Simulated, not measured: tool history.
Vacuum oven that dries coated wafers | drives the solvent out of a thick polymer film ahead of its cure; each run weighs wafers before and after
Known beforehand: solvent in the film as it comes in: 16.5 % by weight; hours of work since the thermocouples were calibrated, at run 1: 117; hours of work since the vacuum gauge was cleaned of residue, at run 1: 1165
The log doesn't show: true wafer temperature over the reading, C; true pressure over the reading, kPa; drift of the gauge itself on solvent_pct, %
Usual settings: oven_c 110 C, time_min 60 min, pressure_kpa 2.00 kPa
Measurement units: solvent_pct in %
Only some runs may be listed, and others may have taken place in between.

| run | hour | oven_c | time_min | pressure_kpa | hours of work since the thermocouples were calibrated | hours of work since the vacuum gauge was cleaned of residue | solvent_pct |
|---|---|---|---|---|---|---|---|
| 1 | 0.0 | 110 | 60 | 2.00 | 117 | 1165 | 2.04 |
| 2 | 95.3 | 110 | 60 | 1.29 | 160 | 1208 | 1.50 |
| 3 | 174.2 | 110 | 60 | 2.00 | 196 | 1244 | 2.12 |
| 4 | 244.6 | 110 | 60 | 2.00 | 228 | 1276 | 2.15 |
| 5 | 317.7 | 110 | 60 | 2.00 | 261 | 1309 | 2.20 |
| 6 | 381.3 | 107 | 60 | 2.00 | 290 | 1338 | 2.54 |
| 7 | 460.8 | 107 | 60 | 2.00 | 326 | 1374 | 2.66 |
| 8 | 554.0 | 107 | 60 | 2.00 | 368 | 1416 | 2.77 |
| 9 | 604.1 | 107 | 60 | 2.00 | 391 | 1439 | 2.72 |
| 10 | 678.1 | 107 | 60 | 2.00 | 424 | 1472 | 2.64 |
| 11 | 784.3 | 110 | 60 | 2.00 | 472 | 1520 | 2.18 |
| 12 | 856.5 | 111 | 60 | 2.00 | 505 | 1553 | 2.07 |
| 13 | 944.9 | 110 | 60 | 6.63 | 545 | 1593 | 5.49 |
|  | 953.4 | oven's thermocouples calibrated |
| 14 | 992.1 | 124 | 60 | 2.00 | 17 | 1613 | 1.05 |
| 15 | 1099.2 | 124 | 60 | 2.42 | 66 | 1662 | 1.25 |
| 16 | 1187.2 | 110 | 60 | 2.00 | 106 | 1702 | 2.28 |
| 17 | 1270.6 | 110 | 60 | 2.00 | 144 | 1740 | 2.37 |
|  | 1325.9 | oven's thermocouples calibrated, once more |
| 18 | 1337.0 | 110 | 60 | 2.00 | 5 | 1769 | 2.14 |
| 19 | 1387.3 | 110 | 60 | 2.00 | 28 | 1792 | 2.14 |
| 20 | 1431.8 | 110 | 60 | 2.00 | 48 | 1812 | 2.17 |
| 21 | 1504.3 | 110 | 33 | 2.00 | 81 | 1845 | 3.82 |
| 22 | 1601.1 | 110 | 33 | 2.00 | 125 | 1888 | 3.65 |
| 23 | 1648.8 | 104 | 44 | 5.54 | 146 | 1910 | 7.15 |
| 24 | 1742.5 | 104 | 44 | 5.54 | 189 | 1952 | 7.05 |
| 25 | 1825.7 | 115 | 44 | 1.50 | 226 | 1990 | 1.69 |
| 26 | 1879.4 | 100 | 48 | 3.00 | 251 | 2014 | 6.18 |
| 27 | 1940.1 | 105 | 47 | 1.56 | 278 | 2042 | 3.65 |
| 28 | 2047.4 | 96 | 35 | 3.67 | 327 | 2091 | 9.12 |
| 29 | 2150.3 | 117 | 43 | 1.06 | 373 | 2137 | 1.30 |
| 30 | 2255.0 | 99 | 97 | 3.39 | 421 | 2185 | 4.78 |
| 31 | 2337.5 | 101 | 32 | 2.18 | 458 | 2222 | 7.07 |
| 32 | 2410.9 | 110 | 36 | 2.00 | 491 | 2255 | 3.76 |
| 33 | 2505.0 | 111 | 60 | 7.61 | 534 | 2298 | 6.05 |
| 34 | 2569.6 | 111 | 60 | 7.61 | 563 | 2327 | 6.06 |
| 35 | 2674.9 | 97 | 35 | 7.61 | 611 | 2375 | 12.11 |
| 36 | 2746.9 | 108 | 35 | 7.61 | 644 | 2407 | 8.18 |

Alternative continuations, all from the tool just after run 36; predict every row:
| A | 2815.9 | 108 | 35 | 2.49 | 675 | 2439 | ? |
| B | 2815.9 | 109 | 60 | 1.27 | 675 | 2439 | ? |
| C | 2815.9 | 110 | 60 | 2.23 | 675 | 2439 | ? |
| D | 2815.9 | 110 | 60 | 6.76 | 675 | 2439 | ? |
| E | 2815.9 | 103 | 71 | 3.44 | 675 | 2439 | ? |

| run | solvent_pct |
|---|---|
| A | 4.79 |
| B | 1.99 |
| C | 2.51 |
| D | 5.86 |
| E | 4.72 |
Take away the tool's hidden state, keep each run's random variation, and the runs would have read:
| run | solvent_pct |
|---|---|
| A | 4.10 |
| B | 1.50 |
| C | 2.02 |
| D | 5.22 |
| E | 4.02 |

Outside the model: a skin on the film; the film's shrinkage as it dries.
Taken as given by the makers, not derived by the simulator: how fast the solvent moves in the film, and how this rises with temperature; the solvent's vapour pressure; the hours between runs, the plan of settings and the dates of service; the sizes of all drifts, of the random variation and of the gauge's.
